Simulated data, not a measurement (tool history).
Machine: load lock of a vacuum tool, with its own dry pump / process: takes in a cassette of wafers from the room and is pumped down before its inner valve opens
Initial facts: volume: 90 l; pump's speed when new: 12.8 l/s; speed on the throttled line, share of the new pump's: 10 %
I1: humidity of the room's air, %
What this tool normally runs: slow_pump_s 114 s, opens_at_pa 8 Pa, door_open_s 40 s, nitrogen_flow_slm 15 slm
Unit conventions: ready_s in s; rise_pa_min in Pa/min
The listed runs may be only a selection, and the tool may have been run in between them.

run 1 hour=0.0 | slow_pump_s=114 opens_at_pa=8 door_open_s=40 nitrogen_flow_slm=15 | I1=43.7 | ready_s=172.1 rise_pa_min=0.024
run 2 hour=49.3 | slow_pump_s=114 opens_at_pa=8 door_open_s=40 nitrogen_flow_slm=15 | I1=44.6 | ready_s=172.5 rise_pa_min=0.021
run 3 hour=113.8 | slow_pump_s=114 opens_at_pa=8 door_open_s=40 nitrogen_flow_slm=15 | I1=42.1 | ready_s=172.3 rise_pa_min=0.018
run 4 hour=190.7 | slow_pump_s=123 opens_at_pa=8 door_open_s=40 nitrogen_flow_slm=15 | I1=44.8 | ready_s=179.6 rise_pa_min=0.018
run 5 hour=252.7 | slow_pump_s=123 opens_at_pa=8 door_open_s=47 nitrogen_flow_slm=15 | I1=47.0 | ready_s=179.5 rise_pa_min=0.024
run 6 hour=309.4 | slow_pump_s=123 opens_at_pa=8 door_open_s=47 nitrogen_flow_slm=15 | I1=46.2 | ready_s=180.4 rise_pa_min=0.028
run 7 hour=359.3 | slow_pump_s=114 opens_at_pa=9 door_open_s=40 nitrogen_flow_slm=15 | I1=45.3 | ready_s=170.6 rise_pa_min=0.030
run 8 hour=438.8 | slow_pump_s=207 opens_at_pa=16 door_open_s=40 nitrogen_flow_slm=15 | I1=46.7 | ready_s=251.6 rise_pa_min=0.023
run 9 hour=514.4 | slow_pump_s=117 opens_at_pa=8 door_open_s=42 nitrogen_flow_slm=7 | I1=43.0 | ready_s=175.6 rise_pa_min=0.028
run 10 hour=583.7 | slow_pump_s=117 opens_at_pa=8 door_open_s=42 nitrogen_flow_slm=7 | I1=44.4 | ready_s=174.0 rise_pa_min=0.034
run 11 hour=665.5 | slow_pump_s=117 opens_at_pa=8 door_open_s=42 nitrogen_flow_slm=7 | I1=43.5 | ready_s=174.7 rise_pa_min=0.029
run 12 hour=718.1 | slow_pump_s=117 opens_at_pa=12 door_open_s=42 nitrogen_flow_slm=7 | I1=42.9 | ready_s=172.5 rise_pa_min=0.030
run 13 hour=770.9 | slow_pump_s=114 opens_at_pa=12 door_open_s=40 nitrogen_flow_slm=7 | I1=45.7 | ready_s=169.5 rise_pa_min=0.034

Each row is a separate what-if for the run after 13, all from the same tool condition, not one after another. Results?
run A hour=835.9 | slow_pump_s=166 opens_at_pa=7 door_open_s=40 nitrogen_flow_slm=6 | I1=46.3 | ready_s=? rise_pa_min=?
run B hour=835.9 | slow_pump_s=135 opens_at_pa=8 door_open_s=67 nitrogen_flow_slm=10 | I1=42.1 | ready_s=? rise_pa_min=?
run C hour=835.9 | slow_pump_s=114 opens_at_pa=9 door_open_s=40 nitrogen_flow_slm=4 | I1=44.0 | ready_s=? rise_pa_min=?
run D hour=835.9 | slow_pump_s=114 opens_at_pa=8 door_open_s=190 nitrogen_flow_slm=15 | I1=44.3 | ready_s=? rise_pa_min=?

run=A ready_s=220.0 rise_pa_min=0.037
run=B ready_s=190.7 rise_pa_min=0.034
run=C ready_s=171.5 rise_pa_min=0.034
run=D ready_s=172.9 rise_pa_min=0.043
Take away the tool's hidden state, keep each run's random variation, and the runs would have read:
run=A ready_s=217.3 rise_pa_min=0.023
run=B ready_s=187.9 rise_pa_min=0.019
run=C ready_s=168.6 rise_pa_min=0.019
run=D ready_s=170.0 rise_pa_min=0.028
